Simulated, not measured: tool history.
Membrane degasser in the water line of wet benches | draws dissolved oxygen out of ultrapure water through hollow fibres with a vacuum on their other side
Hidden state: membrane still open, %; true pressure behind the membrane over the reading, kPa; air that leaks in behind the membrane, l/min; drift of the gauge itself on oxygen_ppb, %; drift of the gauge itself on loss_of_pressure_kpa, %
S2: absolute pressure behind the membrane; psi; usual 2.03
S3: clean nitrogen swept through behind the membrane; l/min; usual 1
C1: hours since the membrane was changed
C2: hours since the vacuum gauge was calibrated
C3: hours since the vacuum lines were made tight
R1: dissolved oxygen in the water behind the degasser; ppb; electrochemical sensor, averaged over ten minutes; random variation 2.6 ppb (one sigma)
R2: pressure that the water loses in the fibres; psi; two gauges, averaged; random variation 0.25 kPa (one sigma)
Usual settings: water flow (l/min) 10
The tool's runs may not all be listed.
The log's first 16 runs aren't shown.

Run 17, day 145.279: usual settings but water flow (l/min) 9, S2 3.57 psi, S3 1.13 l/min; C1 4386; C2 4818; C3 319. Result: R1 494.8 ppb, R2 8.846 psi.
Run 18, day 158.742: usual settings but water flow (l/min) 9, S2 3.19 psi, S3 0.45 l/min; C1 4709; C2 5141; C3 642. Result: R1 870.1 ppb, R2 8.844 psi.
At day 159.696: vacuum gauge calibrated.
Run 19, day 165.567: usual settings but water flow (l/min) 9, S2 3.19 psi, S3 0.45 l/min; C1 4872; C2 141; C3 806. Result: R1 881.4 ppb, R2 8.923 psi.
Run 20, day 172.312: usual settings but water flow (l/min) 12, S2 4.28 psi, S3 0.45 l/min; C1 5034; C2 303; C3 968. Result: R1 1472 ppb, R2 11.792 psi.
Run 21, day 178.475: usual settings but water flow (l/min) 7, S2 4.8 psi, S3 1.87 l/min; C1 5182; C2 451; C3 1115. Result: R1 332.7 ppb, R2 6.921 psi.
Run 22, day 188.821: usual settings but water flow (l/min) 7, S2 4.8 psi, S3 1.87 l/min; C1 5430; C2 699; C3 1364. Result: R1 335 ppb, R2 6.899 psi.
Run 23, day 200.567: usual settings but water flow (l/min) 7, S2 1.45 psi, S3 1.87 l/min; C1 5712; C2 981; C3 1646. Result: R1 132 ppb, R2 6.959 psi.
Run 24, day 208.792: usual settings but water flow (l/min) 8, S2 3.92 psi, S3 0.55 l/min; C1 5909; C2 1178; C3 1843. Result: R1 814.4 ppb, R2 7.929 psi.
At day 213.812: vacuum gauge calibrated, once more.
Run 25, day 214.738: usual settings but water flow (l/min) 13, S2 2.36 psi, S3 1.66 l/min; C1 6052; C2 22; C3 1985. Result: R1 464.1 ppb, R2 12.932 psi.
Run 26, day 225.854: usual settings but water flow (l/min) 13, S2 2.36 psi, S3 1.66 l/min; C1 6318; C2 289; C3 2252. Result: R1 462.9 ppb, R2 12.895 psi.
Run 27, day 233.479: usual settings but S2 1.67 psi, S3 0.68 l/min; C1 6501; C2 472; C3 2435. Result: R1 413.9 ppb, R2 9.845 psi.
Run 28, day 243.121: usual settings but S2 1.67 psi, S3 0.68 l/min; C1 6733; C2 703; C3 2666. Result: R1 415.9 ppb, R2 9.971 psi.
Run 29, day 254.567: usual settings but S2 1.25 psi, S3 1.74 l/min; C1 7008; C2 978; C3 2941. Result: R1 221.8 ppb, R2 9.88 psi.
Run 30, day 264.058: usual settings but water flow (l/min) 6, S3 0.44 l/min; C1 7235; C2 1206; C3 3169. Result: R1 381.2 ppb, R2 5.983 psi.
Run 31, day 270.083: usual settings but water flow (l/min) 6, S2 1.32 psi, S3 0.44 l/min; C1 7380; C2 1351; C3 3314. Result: R1 232.8 ppb, R2 5.936 psi.
Run 32, day 278.738: usual settings but water flow (l/min) 6, S2 1.32 psi, S3 0.44 l/min; C1 7588; C2 1558; C3 3521. Result: R1 232.9 ppb, R2 5.933 psi.

Forecast each of these 4 alternatives for the next run:
Run A, day 287.492: usual settings but water flow (l/min) 8, S2 2.96 psi, S3 0.96 l/min; C1 7798; C2 1768; C3 3731. Result: R1 ?, R2 ?.
Run B, day 287.492: usual settings but water flow (l/min) 13; C1 7798; C2 1768; C3 3731. Result: R1 ?, R2 ?.
Run C, day 287.492: usual settings but water flow (l/min) 6, S2 1.54 psi, S3 1.49 l/min; C1 7798; C2 1768; C3 3731. Result: R1 ?, R2 ?.
Run D, day 287.492: usual settings but water flow (l/min) 14, S2 2.23 psi, S3 2.08 l/min; C1 7798; C2 1768; C3 3731. Result: R1 ?, R2 ?.

run     R1      R2
  A  418.7   7.833
  B  542.6  12.872
  C  122.9   5.949
  D  455.1  13.861
Without the tool's hidden state the same runs would have given:
run     R1      R2
  A  405.8    7.67
  B  522.2  12.607
  C  115.9   5.826
  D  434.4  13.574

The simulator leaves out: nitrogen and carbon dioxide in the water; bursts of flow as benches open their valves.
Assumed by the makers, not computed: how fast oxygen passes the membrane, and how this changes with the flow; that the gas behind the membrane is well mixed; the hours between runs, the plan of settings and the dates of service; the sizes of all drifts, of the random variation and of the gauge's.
